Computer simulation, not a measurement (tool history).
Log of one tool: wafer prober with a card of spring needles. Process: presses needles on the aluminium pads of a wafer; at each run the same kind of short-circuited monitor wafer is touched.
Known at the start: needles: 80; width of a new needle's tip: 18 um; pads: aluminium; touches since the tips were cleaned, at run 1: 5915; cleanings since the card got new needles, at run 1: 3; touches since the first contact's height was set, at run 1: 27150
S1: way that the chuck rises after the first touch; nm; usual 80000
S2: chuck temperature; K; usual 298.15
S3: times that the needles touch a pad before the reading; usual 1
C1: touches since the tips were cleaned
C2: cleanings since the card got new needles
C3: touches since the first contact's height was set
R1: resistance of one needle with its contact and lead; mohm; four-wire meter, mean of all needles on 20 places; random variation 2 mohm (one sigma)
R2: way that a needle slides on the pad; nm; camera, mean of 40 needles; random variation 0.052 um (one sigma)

run   hour     S1      S2  S3    C1  C2     C3   R1     R2
  1      0  80000  298.15   1  5915   3  27150  242  12920
       0.9  -- tips cleaned on abrasive film
  2   10.6  80000  343.15   1  1723   4  29011  242  12880
  3   19.9  80000  298.15   1  3380   4  30668  237  12910
  4   28.8  80000  298.15   1  4970   4  32258  237  12860
      34.8  -- tips cleaned on abrasive film
  5   38.4  80000  298.15   1   638   5  33934  226  12890
  6   44.5  80000  298.15   1  1726   5  35022  233  12890
  7   51.6  80000  298.15   1  2981   5  36277  235  12810
  8   61.2  80000  298.15   1  4701   5  37997  241  12890
      68.4  -- tips cleaned on abrasive film
  9   72.3  80000  298.15   1   689   6  39948  228  12830
 10     82  65000  298.15   1  2415   6  41674  239  10450
 11   88.8  65000  298.15   1  3624   6  42883  247  10430
 12   97.9  65000  298.15   1  5235   6  44494  250  10400
     102.3  -- tips cleaned on abrasive film
 13  107.5  65000  298.15   1   907   7  46172  236  10490
 14  119.9  80000  298.15   1  3127   7  48392  234  12850
 15    130  80000  298.15   1  4918   7  50183  236  12820
     136.8  -- tips cleaned on abrasive film
 16  138.2  80000  298.15   1   246   8  51618  221  12820
 17  152.1  80000  298.15   1  2721   8  54093  233  12770
 18  164.9  80000  298.15   1  4993   8  56365  235  12810
     171.3  -- tips cleaned on abrasive film
 19  177.7  80000  298.15   1  1144   9  58620  226  12730
 20  190.4  66000  298.15   2  3396   9  60872  236  10500
 21  197.3  70000  298.15   1  4634   9  62110  246  11210
     205.6  -- tips cleaned on abrasive film
 22  209.5  81000  307.15   1   705  10  64255  228  12900
 23  217.8  78000  307.15   1  2181  10  65731  236  12480
 24  226.7  93000  330.15   3  3763  10  67313  234  14820
 25  232.8  93000  330.15   3  4835  10  68385  235  14950
     239.9  -- tips cleaned on abrasive film
 26  244.3  76000  298.15   1   795  11  70423  229  12110
 27    253  87000  353.15   2  2336  11  71964  239  13870
 28  265.4  65000  307.15   1  4531  11  74159  247  10410
     273.6  -- tips cleaned on abrasive film
 29  274.1  65000  310.15   1    87  12  75698  229  10370
 30  284.4  65000  337.15   3  1910  12  77521  237  10350
 31  294.4  80000  390.15   1  3697  12  79308  258  12660
 32  304.7  80000  390.15   1  5525  12  81136  261  12750
     307.4  -- tips cleaned on abrasive film
 33  316.5  80000  332.15   1  1605  13  83205  241  12720
 34  329.2  63000  299.15   2  3863  13  85463  238   9940
 35  335.1  80000  391.15   1  4919  13  86519  261  12750

Hidden state at the last listed run before each entry between runs and at the first one after, where it differs:
Between runs 1 and 2: tips cleaned on abrasive film (hour 0.9)
  debris on the tips, nm: 70.3 -> 34.8; way that the needles fall short of the set height, um: 0.31 -> 0.43; tips' diameter, um: 18.11 -> 18.15
  measured less the result without the state, R1: +18 -> +9 mohm; R2: -40 -> -70 nm
Between runs 4 and 5: tips cleaned on abrasive film (hour 34.8)
  debris on the tips, nm: 65.3 -> 20; way that the needles fall short of the set height, um: 0.43 -> 0.56; tips' diameter, um: 18.15 -> 18.2
  measured less the result without the state, R1: +18 -> +5 mohm; R2: -70 -> -90 nm
Between runs 8 and 9: tips cleaned on abrasive film (hour 68.4)
  debris on the tips, nm: 65.3 -> 17; way that the needles fall short of the set height, um: 0.56 -> 0.67; tips' diameter, um: 18.2 -> 18.23
  measured less the result without the state, R1: +18 -> +4 mohm; R2: -90 -> -110 nm
Between runs 12 and 13: tips cleaned on abrasive film (hour 102.3)
  debris on the tips, nm: 66.4 -> 21.1; way that the needles fall short of the set height, um: 0.67 -> 0.75; tips' diameter, um: 18.23 -> 18.26
  measured less the result without the state, R1: +25 -> +9 mohm; R2: -110 -> -130 nm
Between runs 15 and 16: tips cleaned on abrasive film (hour 136.8)
  debris on the tips, nm: 64.5 -> 11.6; way that the needles fall short of the set height, um: 0.75 -> 0.88; tips' diameter, um: 18.26 -> 18.31
  measured less the result without the state, R1: +18 -> +3 mohm; R2: -120 -> -150 nm
Between runs 18 and 19: tips cleaned on abrasive film (hour 171.3)
  debris on the tips, nm: 66 -> 26.4; way that the needles fall short of the set height, um: 0.88 -> 0.99; tips' diameter, um: 18.31 -> 18.35
  measured less the result without the state, R1: +18 -> +8 mohm; R2: -150 -> -160 nm
Between runs 21 and 22: tips cleaned on abrasive film (hour 205.6)
  debris on the tips, nm: 64 -> 17.3; way that the needles fall short of the set height, um: 0.99 -> 1.08; tips' diameter, um: 18.35 -> 18.38
  measured less the result without the state, R1: +22 -> +5 mohm; R2: -160 -> -180 nm
Between runs 25 and 26: tips cleaned on abrasive film (hour 239.9)
  debris on the tips, nm: 64 -> 19.6; way that the needles fall short of the set height, um: 1.08 -> 1.17; tips' diameter, um: 18.38 -> 18.41
  measured less the result without the state, R1: +6 -> +6 mohm; R2: -180 -> -190 nm
Between runs 28 and 29: tips cleaned on abrasive film (hour 273.6)
  debris on the tips, nm: 62.3 -> 5.7; way that the needles fall short of the set height, um: 1.17 -> 1.28; tips' diameter, um: 18.41 -> 18.45
  measured less the result without the state, R1: +24 -> +3 mohm; R2: -190 -> -210 nm
Between runs 32 and 33: tips cleaned on abrasive film (hour 307.4)
  debris on the tips, nm: 67.1 -> 32.9; way that the needles fall short of the set height, um: 1.28 -> 1.39; tips' diameter, um: 18.45 -> 18.49
  measured less the result without the state, R1: +16 -> +9 mohm; R2: -210 -> -230 nm
